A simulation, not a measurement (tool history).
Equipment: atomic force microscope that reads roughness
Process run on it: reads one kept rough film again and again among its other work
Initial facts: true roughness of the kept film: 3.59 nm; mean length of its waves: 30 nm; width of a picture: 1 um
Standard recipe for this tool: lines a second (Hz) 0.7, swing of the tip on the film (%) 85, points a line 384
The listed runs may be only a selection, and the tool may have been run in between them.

run     day  lines a second (Hz)  swing of the tip on the film (%)  points a line  roughness of the kept film (nm (root mean square))
  1       0                  0.7                                85            384                                               2.966
  2   0.862                  0.7                                85            384                                                2.75
  3   2.079                  0.7                                85            384                                               2.924
  4   3.458                  0.7                                85            384                                               2.605
  5   4.658                  0.7                                85            384                                               2.763
  6   6.571                  0.7                                85            384                                               2.758
  7   8.046                  0.7                                85            384                                               2.894
  8   9.825                  0.7                                85            384                                               2.954
  9   11.55                  0.7                                85            384                                               3.001
 10  12.596                  0.7                                85            384                                               2.771
 11  14.662                  0.7                                85            384                                               2.722
 12  16.667                  0.7                                85            384                                               2.702
 13  18.208                  0.7                                85            384                                               2.771
 14   20.15                  0.7                                85            384                                               2.791
 15  21.896                  0.7                                85            899                                               2.845
 16  23.117                  0.7                                85            899                                               3.013
 17  24.662                  0.7                                85            384                                               2.673
 18  25.533                  0.7                                85            384                                                2.83
 19  27.558                  0.7                                85            384                                               2.871
 20  29.017                3.716                                75            926                                               2.499
 21  30.767                0.538                                85            384                                               3.058
 22  31.829                0.734                                85            384                                               2.716
 23  33.429                0.734                                85            384                                               2.761
 24  34.296                  0.7                                64            488                                               2.747
 25  35.917                  0.7                                64            488                                                2.86
 26  37.038                 3.89                                90            615                                               1.982
 27  38.817                1.129                                61            384                                                3.08
 28  39.883                2.391                                85            313                                               2.226
 29  41.633                2.391                                85            313                                               2.241
 30  42.604                1.128                                72            313                                               2.978
 31  44.338                1.128                                72            313                                               3.017
 32  45.825                2.446                                74            686                                               2.459
 33  47.162                  0.7                                77            334                                               2.857
 34  48.329                  0.7                                77            334                                               3.024
 35  50.329                0.535                                77            676                                               3.059
 36  51.933                0.535                                77            676                                               2.686
 37  53.171                1.951                                64            676                                               2.795
 38  54.154                0.733                                59            572                                               3.162

Not shown here: 28 entries made in the log between runs. Locate each between two listed runs and compare the hidden state at the listed run before it with the hidden state at the listed run after it:
Runs 2 to 3: new tip fitted (day 1.671)
  radius of the tip, nm: 11.8 -> 7.7; height scale over the true one, %: -0.32 -> -0.34
  the result without the hidden state subtracted from the measured one, roughness of the kept film (nm (root mean square)): -0.284 -> -0.127
Runs 4 to 5: new tip fitted (day 3.612)
  radius of the tip, nm: 16.2 -> 11.3; height scale over the true one, %: -0.36 -> -0.38
  the result without the hidden state subtracted from the measured one, roughness of the kept film (nm (root mean square)): -0.438 -> -0.267
Runs 5 to 6: new tip fitted (day 5.575)
  radius of the tip, nm: 11.3 -> 11.6; height scale over the true one, %: -0.38 -> -0.4
  the result without the hidden state subtracted from the measured one, roughness of the kept film (nm (root mean square)): -0.267 -> -0.278
Runs 6 to 7: new tip fitted (day 7.571)
  radius of the tip, nm: 11.6 -> 8.3; height scale over the true one, %: -0.4 -> -0.43
  the result without the hidden state subtracted from the measured one, roughness of the kept film (nm (root mean square)): -0.278 -> -0.153
Runs 7 to 8: new tip fitted (day 9.521)
  radius of the tip, nm: 8.3 -> 7.1; height scale over the true one, %: -0.43 -> -0.45
  the result without the hidden state subtracted from the measured one, roughness of the kept film (nm (root mean square)): -0.153 -> -0.103
Runs 8 to 9: new tip fitted (day 11.517)
  radius of the tip, nm: 7.1 -> 5.5; height scale over the true one, %: -0.45 -> -0.48
  the result without the hidden state subtracted from the measured one, roughness of the kept film (nm (root mean square)): -0.103 -> -0.035
Runs 10 to 11: new tip fitted (day 13.458)
  radius of the tip, nm: 11.1 -> 12.8; height scale over the true one, %: -0.5 -> -0.52
  the result without the hidden state subtracted from the measured one, roughness of the kept film (nm (root mean square)): -0.263 -> -0.326
Runs 11 to 12: new tip fitted (day 15.35)
  height scale over the true one, %: -0.52 -> -0.55
  the result without the hidden state subtracted from the measured one, roughness of the kept film (nm (root mean square)): -0.326 -> -0.325
Runs 12 to 13: new tip fitted (day 17.321)
  radius of the tip, nm: 12.8 -> 11.4; height scale over the true one, %: -0.55 -> -0.58
  the result without the hidden state subtracted from the measured one, roughness of the kept film (nm (root mean square)): -0.325 -> -0.276
Runs 13 to 14: new tip fitted (day 19.204)
  radius of the tip, nm: 11.4 -> 11.3; height scale over the true one, %: -0.58 -> -0.6
  the result without the hidden state subtracted from the measured one, roughness of the kept film (nm (root mean square)): -0.276 -> -0.274
Runs 14 to 15: new tip fitted (day 21.188)
  radius of the tip, nm: 11.3 -> 10.2; height scale over the true one, %: -0.6 -> -0.63
  the result without the hidden state subtracted from the measured one, roughness of the kept film (nm (root mean square)): -0.274 -> -0.235
Runs 15 to 16: new tip fitted (day 23.079)
  radius of the tip, nm: 10.2 -> 5.3; height scale over the true one, %: -0.63 -> -0.65
  the result without the hidden state subtracted from the measured one, roughness of the kept film (nm (root mean square)): -0.235 -> -0.031
Runs 17 to 18: new tip fitted (day 24.979)
  radius of the tip, nm: 14.6 -> 9.2; height scale over the true one, %: -0.67 -> -0.68
  the result without the hidden state subtracted from the measured one, roughness of the kept film (nm (root mean square)): -0.392 -> -0.196
Runs 18 to 19: new tip fitted (day 26.917)
  radius of the tip, nm: 9.2 -> 8.7; height scale over the true one, %: -0.68 -> -0.71
  the result without the hidden state subtracted from the measured one, roughness of the kept film (nm (root mean square)): -0.196 -> -0.176
Runs 19 to 20: new tip fitted (day 28.871)
  radius of the tip, nm: 8.7 -> 6.5; height scale over the true one, %: -0.71 -> -0.74
  the result without the hidden state subtracted from the measured one, roughness of the kept film (nm (root mean square)): -0.176 -> -0.075
Runs 20 to 21: new tip fitted (day 30.767)
  radius of the tip, nm: 6.5 -> 5.1; height scale over the true one, %: -0.74 -> -0.76
  the result without the hidden state subtracted from the measured one, roughness of the kept film (nm (root mean square)): -0.075 -> -0.03
Runs 22 to 23: new tip fitted (day 32.758)
  radius of the tip, nm: 11.9 -> 10.3; height scale over the true one, %: -0.77 -> -0.8
  the result without the hidden state subtracted from the measured one, roughness of the kept film (nm (root mean square)): -0.298 -> -0.238
Runs 24 to 25: new tip fitted (day 34.633)
  radius of the tip, nm: 15.9 -> 12.7; height scale over the true one, %: -0.81 -> -0.84
  the result without the hidden state subtracted from the measured one, roughness of the kept film (nm (root mean square)): -0.466 -> -0.348
Runs 25 to 26: new tip fitted (day 36.612)
  radius of the tip, nm: 12.7 -> 7.9; height scale over the true one, %: -0.84 -> -0.85
  the result without the hidden state subtracted from the measured one, roughness of the kept film (nm (root mean square)): -0.348 -> -0.102
Runs 26 to 27: new tip fitted (day 38.496)
  radius of the tip, nm: 7.9 -> 7; height scale over the true one, %: -0.85 -> -0.88
  the result without the hidden state subtracted from the measured one, roughness of the kept film (nm (root mean square)): -0.102 -> -0.119
Runs 28 to 29: new tip fitted (day 40.375)
  radius of the tip, nm: 13.1 -> 13.7; height scale over the true one, %: -0.89 -> -0.92
  the result without the hidden state subtracted from the measured one, roughness of the kept film (nm (root mean square)): -0.287 -> -0.306
Runs 29 to 30: new tip fitted (day 42.404)
  radius of the tip, nm: 13.7 -> 6.7; height scale over the true one, %: -0.92 -> -0.93
  the result without the hidden state subtracted from the measured one, roughness of the kept film (nm (root mean square)): -0.306 -> -0.102
Runs 30 to 31: new tip fitted (day 44.283)
  radius of the tip, nm: 6.7 -> 5.4; height scale over the true one, %: -0.93 -> -0.96
  the result without the hidden state subtracted from the measured one, roughness of the kept film (nm (root mean square)): -0.102 -> -0.045
Runs 32 to 33: new tip fitted (day 46.204)
  radius of the tip, nm: 14.1 -> 10.6; height scale over the true one, %: -0.98 -> -1
  the result without the hidden state subtracted from the measured one, roughness of the kept film (nm (root mean square)): -0.354 -> -0.265
Runs 33 to 34: new tip fitted (day 48.196)
  radius of the tip, nm: 10.6 -> 5.9; height scale over the true one, %: -1 -> -1.01
  the result without the hidden state subtracted from the measured one, roughness of the kept film (nm (root mean square)): -0.265 -> -0.073
Runs 34 to 35: new tip fitted (day 50.192)
  radius of the tip, nm: 5.9 -> 6.7; height scale over the true one, %: -1.01 -> -1.04
  the result without the hidden state subtracted from the measured one, roughness of the kept film (nm (root mean square)): -0.073 -> -0.11
Runs 36 to 37: new tip fitted (day 52.112)
  radius of the tip, nm: 16.8 -> 11.8; height scale over the true one, %: -1.07 -> -1.09
  the result without the hidden state subtracted from the measured one, roughness of the kept film (nm (root mean square)): -0.498 -> -0.31
Runs 37 to 38: new tip fitted (day 54.008)
  radius of the tip, nm: 11.8 -> 6.3; height scale over the true one, %: -1.09 -> -1.1
  the result without the hidden state subtracted from the measured one, roughness of the kept film (nm (root mean square)): -0.31 -> -0.095

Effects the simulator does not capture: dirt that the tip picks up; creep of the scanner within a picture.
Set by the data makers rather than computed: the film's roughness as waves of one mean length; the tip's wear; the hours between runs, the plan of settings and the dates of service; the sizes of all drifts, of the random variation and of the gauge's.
